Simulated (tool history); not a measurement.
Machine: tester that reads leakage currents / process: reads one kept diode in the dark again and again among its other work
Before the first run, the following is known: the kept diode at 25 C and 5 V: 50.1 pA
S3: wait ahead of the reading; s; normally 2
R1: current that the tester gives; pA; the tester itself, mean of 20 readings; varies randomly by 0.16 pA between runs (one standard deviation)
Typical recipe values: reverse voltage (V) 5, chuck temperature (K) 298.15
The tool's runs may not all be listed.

{"run": 1, "hour": 0.0, "reverse voltage (V)": 5, "chuck temperature (K)": 298.15, "S3": 2, "R1": 49.26}
{"run": 2, "hour": 237.3, "reverse voltage (V)": 5, "chuck temperature (K)": 298.15, "S3": 2, "R1": 56.15}
{"run": 3, "hour": 402.9, "reverse voltage (V)": 5, "chuck temperature (K)": 298.15, "S3": 2, "R1": 55.77}
{"run": 4, "hour": 618.8, "reverse voltage (V)": 5.98, "chuck temperature (K)": 298.15, "S3": 2, "R1": 62.04}
{"run": 5, "hour": 839.2, "reverse voltage (V)": 5, "chuck temperature (K)": 296.15, "S3": 2, "R1": 48.46}
{"run": 6, "hour": 1054.7, "reverse voltage (V)": 5, "chuck temperature (K)": 298.15, "S3": 2, "R1": 56.03}
{"run": 7, "hour": 1169.5, "reverse voltage (V)": 5, "chuck temperature (K)": 298.15, "S3": 2, "R1": 56.07}
{"run": 8, "hour": 1389.3, "reverse voltage (V)": 5, "chuck temperature (K)": 298.15, "S3": 2, "R1": 56.67}
{"run": 9, "hour": 1557.0, "reverse voltage (V)": 5, "chuck temperature (K)": 298.15, "S3": 2, "R1": 56.37}
{"run": 10, "hour": 1666.8, "reverse voltage (V)": 5, "chuck temperature (K)": 298.15, "S3": 2, "R1": 55.97}
{"run": 11, "hour": 1798.5, "reverse voltage (V)": 5, "chuck temperature (K)": 298.15, "S3": 3.19, "R1": 55.78}
{"run": 12, "hour": 1944.2, "reverse voltage (V)": 5, "chuck temperature (K)": 298.15, "S3": 3.19, "R1": 55.84}
{"run": 13, "hour": 2124.6, "reverse voltage (V)": 5, "chuck temperature (K)": 298.15, "S3": 3.19, "R1": 55.68}
{"run": 14, "hour": 2324.0, "reverse voltage (V)": 5, "chuck temperature (K)": 298.15, "S3": 0.68, "R1": 58.25}
{"run": 15, "hour": 2501.0, "reverse voltage (V)": 5, "chuck temperature (K)": 298.15, "S3": 0.68, "R1": 58.44}
{"run": 16, "hour": 2672.7, "reverse voltage (V)": 2.65, "chuck temperature (K)": 298.15, "S3": 0.68, "R1": 39.51}
{"run": 17, "hour": 2908.6, "reverse voltage (V)": 2.65, "chuck temperature (K)": 298.15, "S3": 0.68, "R1": 34.45}
{"run": 18, "hour": 3103.0, "reverse voltage (V)": 2.65, "chuck temperature (K)": 298.15, "S3": 0.68, "R1": 34.54}
{"run": 19, "hour": 3271.2, "reverse voltage (V)": 2.65, "chuck temperature (K)": 298.15, "S3": 0.68, "R1": 34.65}
{"run": 20, "hour": 3454.6, "reverse voltage (V)": 10.21, "chuck temperature (K)": 298.15, "S3": 2.28, "R1": 78.25}
{"run": 21, "hour": 3627.2, "reverse voltage (V)": 3.95, "chuck temperature (K)": 304.15, "S3": 2.28, "R1": 75.19}
{"run": 22, "hour": 3745.1, "reverse voltage (V)": 1.92, "chuck temperature (K)": 296.15, "S3": 2, "R1": 26.76}
{"run": 23, "hour": 3913.1, "reverse voltage (V)": 1.92, "chuck temperature (K)": 307.15, "S3": 0.53, "R1": 65.89}
{"run": 24, "hour": 4041.1, "reverse voltage (V)": 19.3, "chuck temperature (K)": 298.15, "S3": 1.06, "R1": 116.56}
{"run": 25, "hour": 4168.8, "reverse voltage (V)": 19.3, "chuck temperature (K)": 298.15, "S3": 1.06, "R1": 117.02}
{"run": 26, "hour": 4286.8, "reverse voltage (V)": 15.51, "chuck temperature (K)": 298.15, "S3": 7.44, "R1": 98.31}
{"run": 27, "hour": 4424.7, "reverse voltage (V)": 15.51, "chuck temperature (K)": 324.15, "S3": 2.98, "R1": 684.54}
{"run": 28, "hour": 4575.9, "reverse voltage (V)": 3.94, "chuck temperature (K)": 297.15, "S3": 0.65, "R1": 44.9}
{"run": 29, "hour": 4787.2, "reverse voltage (V)": 1.91, "chuck temperature (K)": 300.15, "S3": 7.56, "R1": 36.35}
{"run": 30, "hour": 4898.5, "reverse voltage (V)": 1.91, "chuck temperature (K)": 300.15, "S3": 7.56, "R1": 36.23}
{"run": 31, "hour": 5029.3, "reverse voltage (V)": 10.79, "chuck temperature (K)": 323.15, "S3": 2.32, "R1": 520.37}
{"run": 32, "hour": 5211.2, "reverse voltage (V)": 8.21, "chuck temperature (K)": 298.15, "S3": 0.39, "R1": 77.88}
{"run": 33, "hour": 5400.1, "reverse voltage (V)": 5, "chuck temperature (K)": 319.15, "S3": 2, "R1": 257.57}

Removed from this log: 3 entries logged between the listed runs. Between which two listed runs does each belong, and how does the tool's hidden state at the listed run before it compare with that at the listed run after it?
Run 1 -> run 2: chuck's temperature calibrated (hour 17.7)
  stray current of the dirty probe card, pA a volt: 0.881 -> 0.957; current scale over the true one, %: 0.12 -> 0.21; true chuck temperature over the reading, C: -1.6 -> -0.01
  what was measured, less what the result would be without the hidden state, R1: -1.99 -> +4.79 pA
Run 16 -> run 17: probe card cleaned and baked (hour 2891.4)
  stray current of the dirty probe card, pA a volt: 1.786 -> 0.03; current scale over the true one, %: 1.21 -> 1.3; true chuck temperature over the reading, C: -1.06 -> -1.16
  what was measured, less what the result would be without the hidden state, R1: +2.08 -> -2.87 pA
Run 19 -> run 20: chuck's temperature calibrated (hour 3426.4)
  stray current of the dirty probe card, pA a volt: 0.156 -> 0.221; current scale over the true one, %: 1.44 -> 1.52; true chuck temperature over the reading, C: -1.32 -> 0.02
  what was measured, less what the result would be without the hidden state, R1: -2.95 -> +3.39 pA
